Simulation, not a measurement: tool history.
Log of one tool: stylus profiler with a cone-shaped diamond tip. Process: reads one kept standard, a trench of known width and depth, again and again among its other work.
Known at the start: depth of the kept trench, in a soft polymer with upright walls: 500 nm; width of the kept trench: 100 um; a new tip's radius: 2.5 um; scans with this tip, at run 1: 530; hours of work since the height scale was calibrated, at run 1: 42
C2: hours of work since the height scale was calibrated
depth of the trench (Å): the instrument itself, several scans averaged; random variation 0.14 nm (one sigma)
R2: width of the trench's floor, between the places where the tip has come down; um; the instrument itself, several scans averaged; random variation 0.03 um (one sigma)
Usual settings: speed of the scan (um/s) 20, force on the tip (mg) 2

Run 1, hour 0: usual settings; scans with this tip 530; C2 42. Result: depth of the trench (Å) 5067.5, R2 96.71 um.
Run 2, hour 114.5: usual settings but force on the tip (mg) 2.47; scans with this tip 1387; C2 111. Result: depth of the trench (Å) 5079.3, R2 96.58 um.
Run 3, hour 236.1: usual settings; scans with this tip 2298; C2 184. Result: depth of the trench (Å) 5072.8, R2 96.4 um.
Run 4, hour 354.9: usual settings but speed of the scan (um/s) 76; scans with this tip 3188; C2 255. Result: depth of the trench (Å) 5075, R2 95.85 um.
Run 5, hour 487.5: usual settings but speed of the scan (um/s) 10; scans with this tip 4180; C2 334. Result: depth of the trench (Å) 5076.8, R2 96.24 um.
Run 6, hour 613.5: usual settings but speed of the scan (um/s) 10; scans with this tip 5125; C2 410. Result: depth of the trench (Å) 5076.2, R2 96.1 um.
Run 7, hour 729.5: usual settings but speed of the scan (um/s) 14; scans with this tip 5993; C2 479. Result: depth of the trench (Å) 5078.2, R2 95.96 um.
Run 8, hour 853.9: usual settings but speed of the scan (um/s) 14, force on the tip (mg) 4.16; scans with this tip 6924; C2 554. Result: depth of the trench (Å) 5125.5, R2 95.89 um.
Run 9, hour 943.1: usual settings but force on the tip (mg) 1.48; scans with this tip 7592; C2 607. Result: depth of the trench (Å) 5068.3, R2 95.69 um.
Run 10, hour 1048.4: usual settings but speed of the scan (um/s) 36, force on the tip (mg) 4.6; scans with this tip 8382; C2 670. Result: depth of the trench (Å) 5133.1, R2 95.61 um.
At hour 1058.6: height scale calibrated on a step standard.
Run 11, hour 1164.7: usual settings but speed of the scan (um/s) 8; scans with this tip 9248; C2 63. Result: depth of the trench (Å) 5091.7, R2 95.61 um.
Run 12, hour 1249: usual settings but speed of the scan (um/s) 40; scans with this tip 9880; C2 114. Result: depth of the trench (Å) 5090, R2 95.29 um.
Run 13, hour 1379.4: usual settings but speed of the scan (um/s) 50, force on the tip (mg) 4.3; scans with this tip 10856; C2 192. Result: depth of the trench (Å) 5138.1, R2 95.21 um.
At hour 1417.4: height scale calibrated on a step standard, once more.
Run 14, hour 1455.6: usual settings but speed of the scan (um/s) 50, force on the tip (mg) 4.3; scans with this tip 11424; C2 23. Result: depth of the trench (Å) 5113.7, R2 95.16 um.
Run 15, hour 1545.2: usual settings but speed of the scan (um/s) 28, force on the tip (mg) 1.51; scans with this tip 12094; C2 77. Result: depth of the trench (Å) 5056.6, R2 95.09 um.
Run 16, hour 1634.5: usual settings but speed of the scan (um/s) 28, force on the tip (mg) 1.51; scans with this tip 12763; C2 130. Result: depth of the trench (Å) 5058.4, R2 94.96 um.

5 ways to go on from here, each from the tool as it stands after run 16. What would each give?
Run A, hour 1752.2: usual settings but speed of the scan (um/s) 44, force on the tip (mg) 1; scans with this tip 13645; C2 200. Result: depth of the trench (Å) ?, R2 ?.
Run B, hour 1752.2: usual settings but speed of the scan (um/s) 5, force on the tip (mg) 1.42; scans with this tip 13645; C2 200. Result: depth of the trench (Å) ?, R2 ?.
Run C, hour 1752.2: usual settings but speed of the scan (um/s) 22, force on the tip (mg) 1.91; scans with this tip 13645; C2 200. Result: depth of the trench (Å) ?, R2 ?.
Run D, hour 1752.2: usual settings but speed of the scan (um/s) 72; scans with this tip 13645; C2 200. Result: depth of the trench (Å) ?, R2 ?.
Run E, hour 1752.2: usual settings but speed of the scan (um/s) 6, force on the tip (mg) 0.84; scans with this tip 13645; C2 200. Result: depth of the trench (Å) ?, R2 ?.

run  depth of the trench (Å)     R2
  A                   5045.3  94.73
  B                   5054.4  95.13
  C                   5065.1  94.98
  D                   5070.2  94.64
  E                     5042  95.07
Without the tool's hidden state the same runs would have given:
run  depth of the trench (Å)     R2
  A                   5043.1  96.58
  B                   5052.2  96.98
  C                   5062.9  96.84
  D                     5068   96.5
  E                   5039.8  96.93

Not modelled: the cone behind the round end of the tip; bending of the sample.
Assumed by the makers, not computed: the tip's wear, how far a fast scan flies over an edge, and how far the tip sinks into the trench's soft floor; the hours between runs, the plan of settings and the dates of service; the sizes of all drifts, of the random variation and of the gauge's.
